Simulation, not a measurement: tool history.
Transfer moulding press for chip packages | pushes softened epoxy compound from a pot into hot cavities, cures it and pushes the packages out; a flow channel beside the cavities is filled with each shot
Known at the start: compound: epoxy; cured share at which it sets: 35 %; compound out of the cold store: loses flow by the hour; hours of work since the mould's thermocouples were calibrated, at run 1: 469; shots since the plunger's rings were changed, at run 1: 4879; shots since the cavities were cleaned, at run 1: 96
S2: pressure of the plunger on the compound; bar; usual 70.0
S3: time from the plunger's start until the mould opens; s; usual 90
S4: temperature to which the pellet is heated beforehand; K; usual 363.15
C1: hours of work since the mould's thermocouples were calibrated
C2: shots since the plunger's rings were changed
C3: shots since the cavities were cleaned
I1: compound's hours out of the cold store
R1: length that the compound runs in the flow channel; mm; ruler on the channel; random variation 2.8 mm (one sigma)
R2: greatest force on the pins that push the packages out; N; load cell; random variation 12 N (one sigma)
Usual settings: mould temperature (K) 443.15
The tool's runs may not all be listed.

{"run": 1, "hour": 0.0, "mould temperature (K)": 443.15, "S2": 70.0, "S3": 90, "S4": 363.15, "C1": 469, "C2": 4879, "C3": 96, "I1": 10.4, "R1": 876, "R2": 626}
{"hour": 46.5, "done": "cavities cleaned with cleaning compound and waxed"}
{"run": 2, "hour": 46.5, "mould temperature (K)": 443.15, "S2": 70.0, "S3": 118, "S4": 363.15, "C1": 505, "C2": 5502, "C3": 0, "I1": 33.4, "R1": 815, "R2": 427}
{"run": 3, "hour": 72.1, "mould temperature (K)": 443.15, "S2": 70.0, "S3": 118, "S4": 363.15, "C1": 525, "C2": 5856, "C3": 354, "I1": 22.6, "R1": 830, "R2": 613}
{"hour": 100.3, "done": "cavities cleaned with cleaning compound and waxed"}
{"hour": 110.9, "done": "plunger's sealing rings changed"}
{"run": 4, "hour": 117.4, "mould temperature (K)": 443.15, "S2": 70.0, "S3": 118, "S4": 363.15, "C1": 557, "C2": 89, "C3": 202, "I1": 47.1, "R1": 815, "R2": 537}
{"run": 5, "hour": 147.5, "mould temperature (K)": 443.15, "S2": 70.0, "S3": 118, "S4": 363.15, "C1": 581, "C2": 506, "C3": 619, "I1": 9.8, "R1": 902, "R2": 630}
{"hour": 155.5, "done": "cavities cleaned with cleaning compound and waxed"}
{"run": 6, "hour": 176.7, "mould temperature (K)": 443.15, "S2": 70.0, "S3": 118, "S4": 363.15, "C1": 602, "C2": 890, "C3": 294, "I1": 47.4, "R1": 809, "R2": 586}
{"run": 7, "hour": 198.0, "mould temperature (K)": 443.15, "S2": 70.0, "S3": 95, "S4": 363.15, "C1": 619, "C2": 1185, "C3": 589, "I1": 40.3, "R1": 823, "R2": 748}
{"hour": 204.2, "done": "mould's thermocouples calibrated"}
{"hour": 211.6, "done": "cavities cleaned with cleaning compound and waxed"}
{"run": 8, "hour": 236.0, "mould temperature (K)": 443.15, "S2": 70.0, "S3": 95, "S4": 363.15, "C1": 24, "C2": 1662, "C3": 337, "I1": 45.5, "R1": 809, "R2": 637}
{"hour": 265.5, "done": "cavities cleaned with cleaning compound and waxed"}
{"run": 9, "hour": 266.9, "mould temperature (K)": 443.15, "S2": 70.0, "S3": 95, "S4": 363.15, "C1": 47, "C2": 2070, "C3": 19, "I1": 19.9, "R1": 865, "R2": 530}
{"run": 10, "hour": 306.1, "mould temperature (K)": 443.15, "S2": 70.0, "S3": 95, "S4": 363.15, "C1": 78, "C2": 2613, "C3": 562, "I1": 28.0, "R1": 850, "R2": 743}
{"hour": 319.3, "done": "cavities cleaned with cleaning compound and waxed"}
{"run": 11, "hour": 338.0, "mould temperature (K)": 443.15, "S2": 70.0, "S3": 95, "S4": 363.15, "C1": 101, "C2": 3035, "C3": 260, "I1": 33.7, "R1": 824, "R2": 632}
{"hour": 370.9, "done": "cavities cleaned with cleaning compound and waxed"}
{"run": 12, "hour": 371.6, "mould temperature (K)": 443.15, "S2": 70.0, "S3": 95, "S4": 363.15, "C1": 127, "C2": 3479, "C3": 10, "I1": 25.2, "R1": 845, "R2": 525}
{"run": 13, "hour": 410.1, "mould temperature (K)": 443.15, "S2": 70.0, "S3": 95, "S4": 363.15, "C1": 157, "C2": 4012, "C3": 543, "I1": 15.9, "R1": 860, "R2": 756}
{"hour": 423.2, "done": "cavities cleaned with cleaning compound and waxed"}
{"run": 14, "hour": 443.0, "mould temperature (K)": 443.15, "S2": 70.0, "S3": 95, "S4": 363.15, "C1": 181, "C2": 4446, "C3": 273, "I1": 25.5, "R1": 838, "R2": 648}
{"run": 15, "hour": 464.6, "mould temperature (K)": 443.15, "S2": 70.0, "S3": 95, "S4": 363.15, "C1": 198, "C2": 4746, "C3": 573, "I1": 37.7, "R1": 811, "R2": 733}
{"hour": 476.5, "done": "cavities cleaned with cleaning compound and waxed"}
{"run": 16, "hour": 500.8, "mould temperature (K)": 443.15, "S2": 76.1, "S3": 95, "S4": 363.15, "C1": 225, "C2": 5227, "C3": 336, "I1": 24.3, "R1": 874, "R2": 684}
{"hour": 527.7, "done": "cavities cleaned with cleaning compound and waxed"}
{"run": 17, "hour": 530.0, "mould temperature (K)": 443.15, "S2": 76.1, "S3": 95, "S4": 363.15, "C1": 247, "C2": 5610, "C3": 32, "I1": 30.6, "R1": 853, "R2": 523}
{"run": 18, "hour": 554.6, "mould temperature (K)": 443.15, "S2": 76.1, "S3": 95, "S4": 358.15, "C1": 266, "C2": 5951, "C3": 373, "I1": 42.7, "R1": 825, "R2": 704}
{"hour": 579.8, "done": "cavities cleaned with cleaning compound and waxed"}
{"run": 19, "hour": 580.2, "mould temperature (K)": 443.15, "S2": 80.4, "S3": 103, "S4": 371.15, "C1": 285, "C2": 6284, "C3": 4, "I1": 17.6, "R1": 903, "R2": 474}
{"hour": 585.7, "done": "plunger's sealing rings changed"}
{"run": 20, "hour": 624.3, "mould temperature (K)": 443.15, "S2": 80.2, "S3": 118, "S4": 359.15, "C1": 318, "C2": 535, "C3": 581, "I1": 34.7, "R1": 899, "R2": 614}

How the hidden state differs across the entries between the runs, from the last listed run before each to the first after it:
Between runs 1 and 2: cavities cleaned with cleaning compound and waxed (hour 46.5)
  true mould temperature over the reading, C: -0.42 -> -0.46; pressure that reaches the compound, % of what is set: 93.37 -> 92.53; grip of the stained cavities, % over clean ones': 11.3 -> 0.6
  measured less the result without the state, R1: -30 -> -32 mm; R2: +74 -> +4 N
Between runs 3 and 4: cavities cleaned with cleaning compound and waxed (hour 100.3); plunger's sealing rings changed (hour 110.9)
  true mould temperature over the reading, C: -0.48 -> -0.51; pressure that reaches the compound, % of what is set: 92.03 -> 99.51; grip of the stained cavities, % over clean ones': 35.9 -> 20.6
  measured less the result without the state, R1: -35 -> -2 mm; R2: +164 -> +95 N
Between runs 5 and 6: cavities cleaned with cleaning compound and waxed (hour 155.5)
  true mould temperature over the reading, C: -0.53 -> -0.56; pressure that reaches the compound, % of what is set: 99.02 -> 98.48; grip of the stained cavities, % over clean ones': 49.8 -> 31.7
  measured less the result without the state, R1: -3 -> -5 mm; R2: +216 -> +144 N
Between runs 7 and 8: mould's thermocouples calibrated (hour 204.2); cavities cleaned with cleaning compound and waxed (hour 211.6)
  true mould temperature over the reading, C: -0.57 -> 0.1; pressure that reaches the compound, % of what is set: 98.1 -> 97.55; grip of the stained cavities, % over clean ones': 50.7 -> 33.2
  measured less the result without the state, R1: -7 -> -10 mm; R2: +264 -> +159 N
Between runs 8 and 9: cavities cleaned with cleaning compound and waxed (hour 265.5)
  true mould temperature over the reading, C: 0.1 -> 0.08; pressure that reaches the compound, % of what is set: 97.55 -> 97.02; grip of the stained cavities, % over clean ones': 33.2 -> 4.8
  measured less the result without the state, R1: -10 -> -13 mm; R2: +159 -> +23 N
Between runs 10 and 11: cavities cleaned with cleaning compound and waxed (hour 319.3)
  true mould temperature over the reading, C: 0.05 -> 0.02; pressure that reaches the compound, % of what is set: 96.27 -> 95.72; grip of the stained cavities, % over clean ones': 49.2 -> 26.8
  measured less the result without the state, R1: -17 -> -18 mm; R2: +244 -> +134 N
Between runs 11 and 12: cavities cleaned with cleaning compound and waxed (hour 370.9)
  true mould temperature over the reading, C: 0.02 -> -0.01; pressure that reaches the compound, % of what is set: 95.72 -> 95.13; grip of the stained cavities, % over clean ones': 26.8 -> 1.4
  measured less the result without the state, R1: -18 -> -21 mm; R2: +134 -> +8 N
Between runs 13 and 14: cavities cleaned with cleaning compound and waxed (hour 423.2)
  true mould temperature over the reading, C: -0.04 -> -0.07; pressure that reaches the compound, % of what is set: 94.42 -> 93.85; grip of the stained cavities, % over clean ones': 44.8 -> 28.9
  measured less the result without the state, R1: -25 -> -27 mm; R2: +234 -> +146 N
Between runs 15 and 16: cavities cleaned with cleaning compound and waxed (hour 476.5)
  true mould temperature over the reading, C: -0.08 -> -0.11; pressure that reaches the compound, % of what is set: 93.47 -> 92.87; grip of the stained cavities, % over clean ones': 48.5 -> 35.5
  measured less the result without the state, R1: -28 -> -33 mm; R2: +245 -> +180 N
Between runs 16 and 17: cavities cleaned with cleaning compound and waxed (hour 527.7)
  true mould temperature over the reading, C: -0.11 -> -0.14; pressure that reaches the compound, % of what is set: 92.87 -> 92.37; grip of the stained cavities, % over clean ones': 35.5 -> 6.4
  measured less the result without the state, R1: -33 -> -34 mm; R2: +180 -> +33 N
Between runs 18 and 19: cavities cleaned with cleaning compound and waxed (hour 579.8)
  true mould temperature over the reading, C: -0.16 -> -0.17; pressure that reaches the compound, % of what is set: 91.92 -> 91.5; grip of the stained cavities, % over clean ones': 38.6 -> 1.5
  measured less the result without the state, R1: -35 -> -41 mm; R2: +198 -> +9 N
Between runs 19 and 20: plunger's sealing rings changed (hour 585.7)
  true mould temperature over the reading, C: -0.17 -> -0.21; pressure that reaches the compound, % of what is set: 91.5 -> 98.75; grip of the stained cavities, % over clean ones': 1.5 -> 47.2
  measured less the result without the state, R1: -41 -> -5 mm; R2: +9 -> +198 N

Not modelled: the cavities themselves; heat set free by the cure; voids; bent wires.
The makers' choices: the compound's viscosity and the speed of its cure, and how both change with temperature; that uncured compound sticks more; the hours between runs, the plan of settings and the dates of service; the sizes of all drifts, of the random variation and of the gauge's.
